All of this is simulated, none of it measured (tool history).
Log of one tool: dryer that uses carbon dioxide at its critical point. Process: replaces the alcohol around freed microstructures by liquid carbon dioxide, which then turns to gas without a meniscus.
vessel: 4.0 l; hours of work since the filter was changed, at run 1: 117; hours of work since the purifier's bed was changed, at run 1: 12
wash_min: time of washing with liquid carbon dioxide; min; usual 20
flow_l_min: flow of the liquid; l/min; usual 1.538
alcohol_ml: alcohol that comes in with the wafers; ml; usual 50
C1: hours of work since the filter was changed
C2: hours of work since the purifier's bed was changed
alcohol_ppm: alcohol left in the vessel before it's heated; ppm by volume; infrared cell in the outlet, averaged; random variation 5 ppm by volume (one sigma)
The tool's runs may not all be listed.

Run 1, hour 0.0: usual settings; C1 117; C2 12. Result: alcohol_ppm 32 ppm by volume.
Run 2, hour 28.1: usual settings; C1 138; C2 33. Result: alcohol_ppm 43 ppm by volume.
Run 3, hour 64.5: usual settings; C1 165; C2 60. Result: alcohol_ppm 41 ppm by volume.
Run 4, hour 79.3: usual settings; C1 177; C2 72. Result: alcohol_ppm 56 ppm by volume.
At hour 97.5: inlet filter changed.
Run 5, hour 108.8: usual settings but wash_min 13 min; C1 9; C2 93. Result: alcohol_ppm 170 ppm by volume.
Run 6, hour 130.7: usual settings; C1 25; C2 110. Result: alcohol_ppm 30 ppm by volume.
Run 7, hour 154.4: usual settings; C1 43; C2 128. Result: alcohol_ppm 41 ppm by volume.
Run 8, hour 171.8: usual settings; C1 56; C2 141. Result: alcohol_ppm 45 ppm by volume.
Run 9, hour 202.1: usual settings; C1 79; C2 163. Result: alcohol_ppm 46 ppm by volume.
Run 10, hour 220.8: usual settings; C1 93; C2 178. Result: alcohol_ppm 59 ppm by volume.
Run 11, hour 255.0: usual settings; C1 119; C2 203. Result: alcohol_ppm 59 ppm by volume.
Run 12, hour 274.8: usual settings; C1 134; C2 218. Result: alcohol_ppm 65 ppm by volume.
Run 13, hour 300.1: usual settings; C1 153; C2 237. Result: alcohol_ppm 71 ppm by volume.
Run 14, hour 334.9: usual settings; C1 179; C2 264. Result: alcohol_ppm 80 ppm by volume.
At hour 349.4: inlet filter changed.
Run 15, hour 361.5: usual settings but flow_l_min 2.100 l/min, alcohol_ml 46 ml; C1 9; C2 283. Result: alcohol_ppm 43 ppm by volume.
Run 16, hour 398.0: usual settings but wash_min 13 min, flow_l_min 2.100 l/min, alcohol_ml 22 ml; C1 37; C2 311. Result: alcohol_ppm 57 ppm by volume.
Run 17, hour 416.2: usual settings but wash_min 29 min, flow_l_min 1.350 l/min, alcohol_ml 40 ml; C1 50; C2 324. Result: alcohol_ppm 52 ppm by volume.
Run 18, hour 433.5: usual settings but wash_min 29 min, flow_l_min 1.350 l/min, alcohol_ml 40 ml; C1 63; C2 337. Result: alcohol_ppm 54 ppm by volume.
Run 19, hour 450.0: usual settings but wash_min 29 min, flow_l_min 1.350 l/min, alcohol_ml 40 ml; C1 76; C2 350. Result: alcohol_ppm 58 ppm by volume.
Run 20, hour 477.5: usual settings but wash_min 17 min, flow_l_min 0.950 l/min, alcohol_ml 40 ml; C1 97; C2 371. Result: alcohol_ppm 450 ppm by volume.
Run 21, hour 497.7: usual settings but wash_min 17 min, flow_l_min 0.950 l/min, alcohol_ml 40 ml; C1 112; C2 386. Result: alcohol_ppm 464 ppm by volume.
Run 22, hour 517.3: usual settings but wash_min 17 min, flow_l_min 0.950 l/min, alcohol_ml 40 ml; C1 127; C2 401. Result: alcohol_ppm 474 ppm by volume.
Run 23, hour 541.4: usual settings but wash_min 21 min, alcohol_ml 40 ml; C1 145; C2 419. Result: alcohol_ppm 77 ppm by volume.
Run 24, hour 571.8: usual settings but wash_min 21 min, flow_l_min 2.050 l/min, alcohol_ml 23 ml; C1 168; C2 442. Result: alcohol_ppm 73 ppm by volume.
Run 25, hour 589.8: usual settings but wash_min 22 min, flow_l_min 2.110 l/min, alcohol_ml 53 ml; C1 181; C2 455. Result: alcohol_ppm 70 ppm by volume.
At hour 601.9: inlet filter changed.
Run 26, hour 612.4: usual settings but wash_min 22 min, flow_l_min 2.110 l/min, alcohol_ml 53 ml; C1 8; C2 472. Result: alcohol_ppm 74 ppm by volume.
Run 27, hour 637.6: usual settings but flow_l_min 1.890 l/min, alcohol_ml 32 ml; C1 27; C2 491. Result: alcohol_ppm 80 ppm by volume.
Run 28, hour 668.3: usual settings but wash_min 25 min, flow_l_min 1.110 l/min, alcohol_ml 35 ml; C1 50; C2 514. Result: alcohol_ppm 99 ppm by volume.

5 ways to go on from here, each from the tool as it stands after run 28. What would each give?
Run A, hour 687.0: usual settings but wash_min 22 min, flow_l_min 1.690 l/min, alcohol_ml 56 ml; C1 64; C2 528. Result: alcohol_ppm ?.
Run B, hour 687.0: usual settings but wash_min 25 min, flow_l_min 1.110 l/min, alcohol_ml 27 ml; C1 64; C2 528. Result: alcohol_ppm ?.
Run C, hour 687.0: usual settings but wash_min 25 min, flow_l_min 1.110 l/min, alcohol_ml 35 ml; C1 64; C2 528. Result: alcohol_ppm ?.
Run D, hour 687.0: usual settings but wash_min 26 min, alcohol_ml 24 ml; C1 64; C2 528. Result: alcohol_ppm ?.
Run E, hour 687.0: usual settings but wash_min 19 min, flow_l_min 1.400 l/min, alcohol_ml 36 ml; C1 64; C2 528. Result: alcohol_ppm ?.

run  alcohol_ppm
  A           86
  B          100
  C          106
  D           76
  E          115
Without the tool's hidden state the same runs would have given:
run  alcohol_ppm
  A            8
  B           21
  C           23
  D            0
  E           30
